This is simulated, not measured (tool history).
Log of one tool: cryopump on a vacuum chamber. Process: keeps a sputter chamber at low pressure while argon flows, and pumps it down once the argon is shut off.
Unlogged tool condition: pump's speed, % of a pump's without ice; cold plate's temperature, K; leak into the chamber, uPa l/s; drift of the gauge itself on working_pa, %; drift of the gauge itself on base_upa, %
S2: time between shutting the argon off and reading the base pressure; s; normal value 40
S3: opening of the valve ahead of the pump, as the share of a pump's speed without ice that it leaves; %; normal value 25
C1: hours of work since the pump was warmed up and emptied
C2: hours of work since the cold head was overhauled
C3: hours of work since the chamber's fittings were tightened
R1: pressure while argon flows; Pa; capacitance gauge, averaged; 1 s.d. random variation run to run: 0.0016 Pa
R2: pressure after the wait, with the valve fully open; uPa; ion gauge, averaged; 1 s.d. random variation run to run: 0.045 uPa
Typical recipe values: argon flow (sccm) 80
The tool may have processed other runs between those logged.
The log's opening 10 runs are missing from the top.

Run 11, day 18.833: usual settings; C1 811; C2 811; C3 1767. Result: R1 0.4193 Pa, R2 5.6 uPa.
Run 12, day 20.9: usual settings; C1 841; C2 841; C3 1797. Result: R1 0.4179 Pa, R2 5.37 uPa.
At day 22.379: pump warmed up, emptied and cooled again.
Run 13, day 23.012: usual settings but argon flow (sccm) 92; C1 9; C2 869; C3 1825. Result: R1 0.4355 Pa, R2 4.69 uPa.
Run 14, day 24.421: usual settings but S3 15 %; C1 30; C2 889; C3 1845. Result: R1 0.6372 Pa, R2 4.78 uPa.
Run 15, day 26.479: usual settings but S3 22 %; C1 60; C2 919; C3 1875. Result: R1 0.4325 Pa, R2 4.86 uPa.
Run 16, day 27.996: usual settings but S3 22 %; C1 82; C2 941; C3 1897. Result: R1 0.4327 Pa, R2 4.86 uPa.
At day 29.075: leaking fittings of the chamber tightened, without venting.
Run 17, day 29.417: usual settings but S3 22 %; C1 101; C2 961; C3 5. Result: R1 0.4338 Pa, R2 2.69 uPa.
Run 18, day 31.033: usual settings but argon flow (sccm) 125, S2 109 s, S3 24 %; C1 125; C2 984; C3 29. Result: R1 0.6238 Pa, R2 1.14 uPa.
Run 19, day 33: usual settings but argon flow (sccm) 125, S2 109 s, S3 24 %; C1 154; C2 1013; C3 57. Result: R1 0.6285 Pa, R2 1.18 uPa.
Run 20, day 34.212: usual settings but argon flow (sccm) 110, S2 39 s, S3 16 %; C1 171; C2 1031; C3 75. Result: R1 0.8244 Pa, R2 2.76 uPa.
Run 21, day 36.592: usual settings but argon flow (sccm) 47, S3 31 %; C1 206; C2 1065; C3 110. Result: R1 0.1851 Pa, R2 2.83 uPa.
Run 22, day 38.304: usual settings but argon flow (sccm) 136, S2 26 s, S3 30 %; C1 231; C2 1090; C3 135. Result: R1 0.5529 Pa, R2 4.06 uPa.
Run 23, day 40.038: usual settings but argon flow (sccm) 129, S2 75 s, S3 18 %; C1 256; C2 1116; C3 160. Result: R1 0.863 Pa, R2 1.78 uPa.

Run 24 has not been measured yet. What should we expect?
Run 24, day 42.562: usual settings but argon flow (sccm) 53; C1 293; C2 1153; C3 197. Result: R1 ?, R2 ?.

R1: 0.2594 Pa
R2: 2.99 uPa
With the hidden condition absent and the run-to-run variation left alone, this run would have shown R1 0.2514 Pa, R2 2.7 uPa.
